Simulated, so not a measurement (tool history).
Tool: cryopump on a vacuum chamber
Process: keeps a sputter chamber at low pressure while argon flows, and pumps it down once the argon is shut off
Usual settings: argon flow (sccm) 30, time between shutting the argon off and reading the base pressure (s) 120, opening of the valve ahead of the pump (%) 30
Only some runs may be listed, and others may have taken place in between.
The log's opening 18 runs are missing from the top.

run	hour	argon flow (sccm)	time between shutting the argon off and reading the base pressure (s)	opening of the valve ahead of the pump (%)	hours of work since the pump was warmed up and emptied	hours of work since the cold head was overhauled	hours of work since the chamber's fittings were tightened	pressure while argon flows (Pa)	pressure after the wait (uPa)
19	263.3	30	297	51	8	511	1699	0.0440	1.00
20	278.9	30	297	43	17	520	1708	0.0520	1.03
21	299.3	30	30	43	29	533	1720	0.0523	1.71
22	311.3	33	57	15	36	540	1727	0.1610	1.36
23	330.9	33	57	15	48	551	1739	0.1624	1.36
24	344.0	50	46	19	56	559	1747	0.1948	1.52
25	361.2	28	113	21	66	570	1757	0.0986	1.23
26	379.6	30	186	55	77	580	1768	0.0421	1.11
27	389.0	56	96	56	83	586	1774	0.0764	1.28
28	405.8	18	120	16	93	596	1784	0.0827	1.19
29	427.2	18	120	16	106	609	1797	0.0836	1.27
30	442.4	13	109	52	115	618	1806	0.0181	1.19
31	460.5	18	281	58	126	629	1817	0.0237	1.16
32	478.2	18	281	58	136	639	1827	0.0245	1.14
33	490.6	22	120	17	144	647	1834	0.0957	1.23
34	508.5	22	120	17	154	658	1845	0.0967	1.30

4 options for the next run, each taken on its own from the tool as it stands now. Forecast them:
A	522.2	42	114	17	163	666	1853	?	?
B	522.2	27	52	30	163	666	1853	?	?
C	522.2	30	120	42	163	666	1853	?	?
D	522.2	22	112	17	163	666	1853	?	?

run	pressure while argon flows (Pa)	pressure after the wait (uPa)
A	0.1846	1.30
B	0.0676	1.53
C	0.0548	1.27
D	0.0977	1.33
With the hidden condition removed and each run's random variation left untouched, the same runs would have given:
run	pressure while argon flows (Pa)	pressure after the wait (uPa)
A	0.1808	0.31
B	0.0652	0.56
C	0.0521	0.30
D	0.0957	0.35
